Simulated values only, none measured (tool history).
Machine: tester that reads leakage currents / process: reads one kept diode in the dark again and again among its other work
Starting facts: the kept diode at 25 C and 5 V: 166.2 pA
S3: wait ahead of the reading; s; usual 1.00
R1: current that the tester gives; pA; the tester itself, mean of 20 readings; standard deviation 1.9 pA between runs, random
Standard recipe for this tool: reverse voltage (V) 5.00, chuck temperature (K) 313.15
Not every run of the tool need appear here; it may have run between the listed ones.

run 1 hour=0.0 | reverse_voltage_(V)=5.00 chuck_temperature_(K)=313.15 S3=1.00 | R1=645.80
run 2 hour=101.5 | reverse_voltage_(V)=5.00 chuck_temperature_(K)=313.15 S3=1.00 | R1=639.97
-- hour=199.0 chuck's temperature calibrated
run 3 hour=305.9 | reverse_voltage_(V)=5.00 chuck_temperature_(K)=313.15 S3=1.00 | R1=641.15
run 4 hour=409.3 | reverse_voltage_(V)=5.00 chuck_temperature_(K)=313.15 S3=1.00 | R1=640.63
run 5 hour=555.3 | reverse_voltage_(V)=5.00 chuck_temperature_(K)=324.15 S3=1.00 | R1=1588.20
run 6 hour=690.3 | reverse_voltage_(V)=5.00 chuck_temperature_(K)=324.15 S3=1.00 | R1=1592.74
run 7 hour=848.1 | reverse_voltage_(V)=5.00 chuck_temperature_(K)=324.15 S3=1.00 | R1=1586.48
run 8 hour=979.1 | reverse_voltage_(V)=5.00 chuck_temperature_(K)=313.15 S3=1.00 | R1=641.44
run 9 hour=1187.9 | reverse_voltage_(V)=5.00 chuck_temperature_(K)=313.15 S3=1.00 | R1=642.50
run 10 hour=1354.3 | reverse_voltage_(V)=5.00 chuck_temperature_(K)=313.15 S3=1.00 | R1=646.14
run 11 hour=1530.6 | reverse_voltage_(V)=5.00 chuck_temperature_(K)=313.15 S3=1.00 | R1=642.00
run 12 hour=1718.9 | reverse_voltage_(V)=5.00 chuck_temperature_(K)=313.15 S3=1.00 | R1=643.32
run 13 hour=1832.1 | reverse_voltage_(V)=6.27 chuck_temperature_(K)=313.15 S3=1.00 | R1=720.95
run 14 hour=1933.0 | reverse_voltage_(V)=6.27 chuck_temperature_(K)=313.15 S3=1.00 | R1=719.68
-- hour=2057.5 chuck's temperature calibrated
run 15 hour=2143.5 | reverse_voltage_(V)=4.92 chuck_temperature_(K)=313.15 S3=5.26 | R1=636.88
run 16 hour=2302.4 | reverse_voltage_(V)=1.34 chuck_temperature_(K)=313.15 S3=1.00 | R1=332.54
-- hour=2501.4 tester calibrated
run 17 hour=2524.6 | reverse_voltage_(V)=5.00 chuck_temperature_(K)=311.15 S3=0.84 | R1=538.70
run 18 hour=2739.0 | reverse_voltage_(V)=5.00 chuck_temperature_(K)=311.15 S3=0.84 | R1=541.16
run 19 hour=2895.4 | reverse_voltage_(V)=5.00 chuck_temperature_(K)=311.15 S3=0.84 | R1=540.47
run 20 hour=3094.2 | reverse_voltage_(V)=1.61 chuck_temperature_(K)=295.15 S3=0.75 | R1=71.24
run 21 hour=3194.7 | reverse_voltage_(V)=3.36 chuck_temperature_(K)=313.15 S3=1.73 | R1=528.98
run 22 hour=3340.0 | reverse_voltage_(V)=1.30 chuck_temperature_(K)=312.15 S3=1.00 | R1=301.44
run 23 hour=3546.5 | reverse_voltage_(V)=2.53 chuck_temperature_(K)=332.15 S3=1.98 | R1=2119.42
run 24 hour=3737.3 | reverse_voltage_(V)=5.00 chuck_temperature_(K)=294.15 S3=1.00 | R1=114.49
run 25 hour=3889.9 | reverse_voltage_(V)=11.40 chuck_temperature_(K)=294.15 S3=1.00 | R1=172.10

Alternative continuations, all from the tool just after run 25; predict every row:
-- hour=3926.4 chuck's temperature calibrated
run A hour=4039.8 | reverse_voltage_(V)=5.00 chuck_temperature_(K)=313.15 S3=0.95 | R1=?
-- hour=3926.4 chuck's temperature calibrated
run B hour=4039.8 | reverse_voltage_(V)=5.00 chuck_temperature_(K)=313.15 S3=2.47 | R1=?
-- hour=3926.4 chuck's temperature calibrated
run C hour=4039.8 | reverse_voltage_(V)=8.89 chuck_temperature_(K)=300.15 S3=0.38 | R1=?

run=A R1=642.22
run=B R1=643.45
run=C R1=269.31
What these runs would have given with no unlogged condition in the tool:
run=A R1=642.22
run=B R1=643.45
run=C R1=269.27
